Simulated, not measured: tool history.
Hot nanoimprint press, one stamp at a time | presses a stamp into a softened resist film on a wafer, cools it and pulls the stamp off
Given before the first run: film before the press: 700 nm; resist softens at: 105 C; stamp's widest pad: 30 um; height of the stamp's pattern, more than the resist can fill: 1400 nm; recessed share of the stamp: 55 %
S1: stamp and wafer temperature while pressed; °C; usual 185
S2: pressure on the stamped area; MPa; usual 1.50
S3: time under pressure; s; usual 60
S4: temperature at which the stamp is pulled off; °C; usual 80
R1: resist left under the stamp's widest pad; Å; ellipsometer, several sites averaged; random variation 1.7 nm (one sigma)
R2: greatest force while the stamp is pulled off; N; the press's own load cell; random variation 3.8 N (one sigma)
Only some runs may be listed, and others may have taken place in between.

run    hour   S1    S2   S3  S4    R1   R2
  1     0.0  185  1.50   60  80  4078  184
  2    79.9  185  1.50   60  80  4072  184
  3   114.3  185  1.50   60  80  4110  183
  4   176.3  185  1.50   60  76  4057  205
  5   211.2  185  1.50   60  80  4097  178
  6   283.5  178  1.50   60  80  4885  184
  7   352.3  185  1.50   60  80  4095  182
      373.9  -- press's hydraulic seals changed and the load cell set to zero
  8   425.1  185  1.50   60  80  4113  176
  9   468.1  185  2.19   60  80  3536  184
 10   502.5  185  1.50   60  79  4105  186
 11   563.2  185  1.50   60  80  4112  185
 12   641.8  185  1.50   60  80  4120  181
 13   695.1  185  1.50   60  80  4134  178
      757.8  -- plate thermocouple calibrated
 14   763.6  185  1.50   60  80  4132  177
 15   845.2  185  1.50   60  80  4146  180
 16   882.2  195  1.53   99  76  2594  196
 17   955.5  196  2.17   60  80  2605  179
 18   998.6  190  1.50   69  80  3466  179
     1041.0  -- gauge calibrated
     1047.0  -- stamp cleaned and given a new release coat
 19  1073.2  184  1.50  106  80  3428  184
 20  1145.0  193  1.23   45  75  3922  199
 21  1227.2  193  2.16   70  75  2630  199
 22  1270.7  193  1.90   43  75  3363  197
 23  1344.2  186  0.97   60  80  4677  175
 24  1408.9  186  0.97   60  80  4657  183
 25  1468.1  186  0.97   60  80  4670  190
 26  1540.4  186  0.97   60  80  4691  182
 27  1579.8  182  1.50   42  79  4893  181
 28  1635.4  185  1.50   99  80  3467  181
 29  1710.1  186  1.38  117  74  3275  202
     1769.8  -- plate thermocouple calibrated
 30  1779.2  195  1.38   36  82  3928  173

Predict each of these 3 candidate next runs independently; none follows another, all start after run 30:
  A  1850.6  195  2.27  55  82   ?   ?
  B  1850.6  177  1.38  60  74   ?   ?
  C  1850.6  195  1.38  53  83   ?   ?

run    R1   R2
  A  2724  174
  B  5152  195
  C  3409  177
Had the tool no hidden state, the same runs would have come out as:
run    R1   R2
  A  2680  173
  B  5069  194
  C  3354  176
